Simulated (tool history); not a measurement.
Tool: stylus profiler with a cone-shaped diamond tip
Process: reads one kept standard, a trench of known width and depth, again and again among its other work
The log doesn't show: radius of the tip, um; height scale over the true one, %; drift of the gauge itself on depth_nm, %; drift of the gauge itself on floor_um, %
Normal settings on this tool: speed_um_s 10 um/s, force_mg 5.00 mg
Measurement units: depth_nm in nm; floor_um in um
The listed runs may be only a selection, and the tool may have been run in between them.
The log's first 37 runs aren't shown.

run,hour,speed_um_s,force_mg,scans with this tip,hours of work since the height scale was calibrated,depth_nm,floor_um
38,690.4,9,3.00,6497,115,1019.03,45.57
39,701.5,10,6.59,6572,121,1031.55,45.61
40,718.1,10,6.59,6683,129,1031.92,45.54
41,739.6,10,6.59,6826,139,1031.55,45.51
42,758.3,10,6.59,6951,148,1031.84,45.51
43,776.5,23,1.78,7073,156,1013.86,45.38
44,793.0,10,1.94,7183,164,1014.85,45.51
45,810.7,3,10.47,7301,173,1043.26,45.52

Alternative continuations, all from the tool just after run 45; predict every row:
A,826.0,30,3.91,7403,180,?,?
B,826.0,28,10.47,7403,180,?,?
C,826.0,12,10.47,7403,180,?,?
D,826.0,2,4.59,7403,180,?,?
E,826.0,9,5.94,7403,180,?,?

run,depth_nm,floor_um
A,1022.75,45.46
B,1043.45,45.49
C,1043.20,45.49
D,1024.95,45.49
E,1029.70,45.49
What these runs would have given with no unlogged condition in the tool:
run,depth_nm,floor_um
A,1021.39,45.95
B,1042.06,45.97
C,1041.81,45.97
D,1023.59,45.98
E,1028.33,45.97

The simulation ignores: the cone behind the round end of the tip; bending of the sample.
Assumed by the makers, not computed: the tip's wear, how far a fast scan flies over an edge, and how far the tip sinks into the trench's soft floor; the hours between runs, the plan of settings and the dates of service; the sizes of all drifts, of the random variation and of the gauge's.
